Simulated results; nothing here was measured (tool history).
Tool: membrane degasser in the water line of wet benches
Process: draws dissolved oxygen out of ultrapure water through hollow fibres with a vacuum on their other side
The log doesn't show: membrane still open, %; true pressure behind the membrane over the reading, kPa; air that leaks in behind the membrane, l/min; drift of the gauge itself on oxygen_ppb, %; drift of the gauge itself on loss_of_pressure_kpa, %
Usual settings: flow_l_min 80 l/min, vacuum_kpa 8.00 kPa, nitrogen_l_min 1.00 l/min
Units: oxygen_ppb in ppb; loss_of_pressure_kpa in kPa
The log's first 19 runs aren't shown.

| run | day | flow_l_min | vacuum_kpa | nitrogen_l_min | hours since the membrane was changed | hours since the vacuum gauge was calibrated | hours since the vacuum lines were made tight | oxygen_ppb | loss_of_pressure_kpa |
|---|---|---|---|---|---|---|---|---|---|
| 20 | 36.104 | 68 | 13.94 | 0.86 | 3079 | 1237 | 130 | 1367.6 | 56.93 |
| 21 | 37.808 | 122 | 8.00 | 1.26 | 3120 | 1278 | 171 | 1024.7 | 102.78 |
| 22 | 39.612 | 80 | 18.27 | 0.63 | 3163 | 1321 | 214 | 2327.6 | 67.66 |
| 23 | 42.417 | 64 | 6.60 | 1.41 | 3231 | 1388 | 281 | 374.3 | 54.12 |
| 24 | 45.050 | 103 | 15.19 | 1.41 | 3294 | 1451 | 345 | 1504.2 | 87.42 |
| 25 | 47.992 | 103 | 15.19 | 1.41 | 3365 | 1522 | 415 | 1540.6 | 87.12 |
| 26 | 49.571 | 99 | 8.00 | 1.00 | 3402 | 1560 | 453 | 914.6 | 83.96 |
| 27 | 52.504 | 59 | 7.09 | 2.11 | 3473 | 1630 | 523 | 303.2 | 50.17 |
| 28 | 54.033 | 51 | 5.81 | 2.11 | 3510 | 1667 | 560 | 182.1 | 43.03 |
| 29 | 55.808 | 80 | 8.00 | 0.96 | 3552 | 1710 | 603 | 764.5 | 67.93 |
| 30 | 57.633 | 51 | 11.33 | 1.54 | 3596 | 1753 | 647 | 580.7 | 43.17 |
| 31 | 59.117 | 80 | 7.09 | 2.36 | 3632 | 1789 | 682 | 417.8 | 67.94 |
| 32 | 61.129 | 55 | 4.83 | 1.10 | 3680 | 1837 | 730 | 214.6 | 46.67 |
| 33 | 63.062 | 55 | 4.83 | 1.10 | 3726 | 1884 | 777 | 216.1 | 46.82 |

Forecast each of these 3 alternatives for the next run:
| A | 64.662 | 102 | 16.15 | 1.00 | 3765 | 1922 | 815 | ? | ? |
| B | 64.662 | 108 | 4.83 | 1.82 | 3765 | 1922 | 815 | ? | ? |
| C | 64.662 | 80 | 10.52 | 1.00 | 3765 | 1922 | 815 | ? | ? |

| run | oxygen_ppb | loss_of_pressure_kpa |
|---|---|---|
| A | 1948.7 | 86.59 |
| B | 473.3 | 91.41 |
| C | 1026.1 | 68.22 |
Without the tool's hidden state the same runs would have given:
| run | oxygen_ppb | loss_of_pressure_kpa |
|---|---|---|
| A | 1914.6 | 82.43 |
| B | 422.6 | 87.01 |
| C | 997.2 | 64.95 |
